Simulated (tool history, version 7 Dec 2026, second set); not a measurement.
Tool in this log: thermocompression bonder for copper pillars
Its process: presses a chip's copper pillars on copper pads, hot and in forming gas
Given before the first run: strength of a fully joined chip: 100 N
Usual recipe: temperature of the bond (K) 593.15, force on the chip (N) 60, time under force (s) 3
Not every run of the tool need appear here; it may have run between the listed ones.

| run | hour | temperature of the bond (K) | force on the chip (N) | time under force (s) | force that shears a chip off (N) |
|---|---|---|---|---|---|
| 1 | 0 | 593.15 | 60 | 3 | 69.8 |
| 2 | 55.1 | 593.15 | 60 | 3 | 68.8 |
|  | 59 | forming gas filter changed |
| 3 | 92.3 | 593.15 | 60 | 3 | 72.3 |
| 4 | 126.7 | 593.15 | 60 | 3 | 72 |
| 5 | 170 | 593.15 | 60 | 3 | 72.6 |
| 6 | 215.8 | 580.15 | 60 | 3 | 65.6 |
| 7 | 253.8 | 622.15 | 60 | 3 | 82.6 |
| 8 | 281.1 | 622.15 | 60 | 3 | 82 |
|  | 285.6 | force cell calibrated |
| 9 | 315.8 | 622.15 | 60 | 3 | 81.9 |
|  | 354.5 | forming gas filter changed |
| 10 | 368.3 | 622.15 | 60 | 8 | 96 |
| 11 | 404.9 | 622.15 | 60 | 8 | 95.3 |
|  | 416.5 | force cell calibrated, once more |
| 12 | 442 | 622.15 | 60 | 8 | 95 |
| 13 | 495.6 | 621.15 | 87 | 6 | 97.1 |
| 14 | 524.1 | 618.15 | 55 | 7 | 89.8 |
| 15 | 576.4 | 609.15 | 60 | 8 | 90.4 |
| 16 | 629.8 | 593.15 | 43 | 7 | 72.3 |
|  | 647.6 | forming gas filter changed |
| 17 | 679.7 | 598.15 | 83 | 3 | 90 |

3 ways to go on from here, each from the tool as it stands after run 17. What would each give?
| A | 704.6 | 606.15 | 73 | 5 | ? |
| B | 704.6 | 593.15 | 56 | 3 | ? |
| C | 704.6 | 577.15 | 41 | 8 | ? |

| run | force that shears a chip off (N) |
|---|---|
| A | 93 |
| B | 72.3 |
| C | 68 |
Without the tool's hidden state the same runs would have given:
| run | force that shears a chip off (N) |
|---|---|
| A | 90.8 |
| B | 67.2 |
| C | 62.5 |
